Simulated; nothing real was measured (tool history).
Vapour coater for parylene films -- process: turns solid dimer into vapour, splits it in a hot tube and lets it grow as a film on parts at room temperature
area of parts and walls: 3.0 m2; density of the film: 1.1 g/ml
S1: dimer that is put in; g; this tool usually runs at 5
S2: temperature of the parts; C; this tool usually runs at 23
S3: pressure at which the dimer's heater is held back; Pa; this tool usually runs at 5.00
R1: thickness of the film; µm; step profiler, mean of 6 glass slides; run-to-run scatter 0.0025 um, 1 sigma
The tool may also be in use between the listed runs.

{"run": 1, "hour": 0.0, "S1": 5, "S2": 23, "S3": 5.0, "R1": 0.707}
{"run": 2, "hour": 52.4, "S1": 5, "S2": 23, "S3": 5.0, "R1": 0.707}
{"hour": 66.5, "done": "trap's valve overhauled"}
{"run": 3, "hour": 103.4, "S1": 5, "S2": 23, "S3": 5.0, "R1": 0.707}
{"run": 4, "hour": 140.0, "S1": 5, "S2": 23, "S3": 5.0, "R1": 0.71}
{"run": 5, "hour": 200.2, "S1": 5, "S2": 23, "S3": 5.0, "R1": 0.706}
{"run": 6, "hour": 247.8, "S1": 5, "S2": 23, "S3": 5.0, "R1": 0.713}
{"run": 7, "hour": 305.3, "S1": 5, "S2": 23, "S3": 4.98, "R1": 0.712}
{"run": 8, "hour": 357.8, "S1": 5, "S2": 23, "S3": 4.98, "R1": 0.713}
{"run": 9, "hour": 417.8, "S1": 3, "S2": 16, "S3": 3.59, "R1": 0.621}
{"run": 10, "hour": 471.6, "S1": 3, "S2": 16, "S3": 3.59, "R1": 0.615}
{"run": 11, "hour": 519.1, "S1": 3, "S2": 29, "S3": 2.27, "R1": 0.369}
{"run": 12, "hour": 569.2, "S1": 3, "S2": 23, "S3": 7.38, "R1": 0.398}
{"run": 13, "hour": 619.9, "S1": 3, "S2": 34, "S3": 7.38, "R1": 0.247}
{"run": 14, "hour": 676.5, "S1": 2, "S2": 24, "S3": 2.26, "R1": 0.316}
{"run": 15, "hour": 736.2, "S1": 2, "S2": 24, "S3": 2.26, "R1": 0.31}
{"run": 16, "hour": 769.8, "S1": 5, "S2": 15, "S3": 3.03, "R1": 1.119}

Each row is a separate what-if for the run after 16, all from the same tool condition, not one after another. Results?
{"run": "A", "hour": 820.9, "S1": 8, "S2": 32, "S3": 5.0, "R1": "?"}
{"run": "B", "hour": 820.9, "S1": 5, "S2": 16, "S3": 3.03, "R1": "?"}
{"run": "C", "hour": 820.9, "S1": 3, "S2": 31, "S3": 3.03, "R1": "?"}
{"run": "D", "hour": 820.9, "S1": 5, "S2": 23, "S3": 2.53, "R1": "?"}

run=A R1=0.756
run=B R1=1.065
run=C R1=0.323
run=D R1=0.798
Without the tool's unlogged condition, the same runs would have read:
run=A R1=0.748
run=B R1=1.053
run=C R1=0.320
run=D R1=0.789
